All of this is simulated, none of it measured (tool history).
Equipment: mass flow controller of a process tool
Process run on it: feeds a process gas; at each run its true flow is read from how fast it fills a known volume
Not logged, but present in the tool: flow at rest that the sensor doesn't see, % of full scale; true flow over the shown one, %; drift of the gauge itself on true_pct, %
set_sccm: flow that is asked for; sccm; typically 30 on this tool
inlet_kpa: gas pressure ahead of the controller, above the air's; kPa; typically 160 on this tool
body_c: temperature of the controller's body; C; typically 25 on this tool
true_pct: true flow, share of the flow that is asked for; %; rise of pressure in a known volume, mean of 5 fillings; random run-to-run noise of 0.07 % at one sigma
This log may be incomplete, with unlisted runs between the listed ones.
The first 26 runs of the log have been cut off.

| run | hour | set_sccm | inlet_kpa | body_c | hours of work since the controller was set to zero | hours of work since the controller was changed | true_pct |
|---|---|---|---|---|---|---|---|
| 27 | 8367.6 | 30 | 178 | 25 | 3001 | 3001 | 102.30 |
| 28 | 8685.8 | 30 | 178 | 25 | 3189 | 3189 | 102.63 |
| 29 | 9094.3 | 30 | 178 | 25 | 3431 | 3431 | 103.07 |
| 30 | 9562.3 | 19 | 217 | 25 | 3708 | 3708 | 104.81 |
| 31 | 9983.6 | 50 | 230 | 25 | 3958 | 3958 | 103.05 |
| 32 | 10394.1 | 14 | 199 | 26 | 4201 | 4201 | 107.88 |
|  | 10526.7 | controller's zero set anew |
| 33 | 10816.0 | 14 | 199 | 26 | 171 | 4451 | 100.83 |
| 34 | 11159.5 | 56 | 228 | 22 | 375 | 4654 | 101.68 |
| 35 | 11576.2 | 89 | 160 | 32 | 622 | 4901 | 104.24 |
| 36 | 11959.0 | 33 | 215 | 39 | 848 | 5128 | 103.58 |
| 37 | 12257.4 | 10 | 241 | 26 | 1025 | 5304 | 103.61 |
| 38 | 12724.7 | 30 | 236 | 22 | 1302 | 5581 | 102.38 |
| 39 | 13018.9 | 18 | 225 | 22 | 1476 | 5755 | 103.30 |
|  | 13227.0 | controller exchanged for a calibrated one |
| 40 | 13227.0 | 11 | 225 | 22 | 0 | 0 | 96.74 |
| 41 | 13658.7 | 30 | 160 | 23 | 256 | 256 | 97.95 |
| 42 | 14118.8 | 19 | 158 | 25 | 528 | 528 | 98.54 |
| 43 | 14357.0 | 14 | 160 | 25 | 669 | 669 | 98.99 |
| 44 | 14583.1 | 83 | 160 | 29 | 803 | 803 | 100.80 |
| 45 | 14853.5 | 70 | 227 | 25 | 963 | 963 | 99.98 |
| 46 | 15301.8 | 26 | 160 | 23 | 1229 | 1229 | 99.47 |
| 47 | 15582.6 | 26 | 210 | 39 | 1395 | 1395 | 101.30 |
| 48 | 16014.5 | 30 | 220 | 25 | 1651 | 1651 | 100.06 |

3 ways to go on from here, each from the tool as it stands after run 48. What would each give?
| A | 16326.0 | 30 | 154 | 25 | 1835 | 1835 | ? |
| B | 16326.0 | 30 | 156 | 29 | 1835 | 1835 | ? |
| C | 16326.0 | 30 | 153 | 23 | 1835 | 1835 | ? |

| run | true_pct |
|---|---|
| A | 100.62 |
| B | 101.15 |
| C | 100.59 |
Take away the tool's hidden state, keep each run's random variation, and the runs would have read:
| run | true_pct |
|---|---|
| A | 97.67 |
| B | 98.20 |
| C | 97.65 |
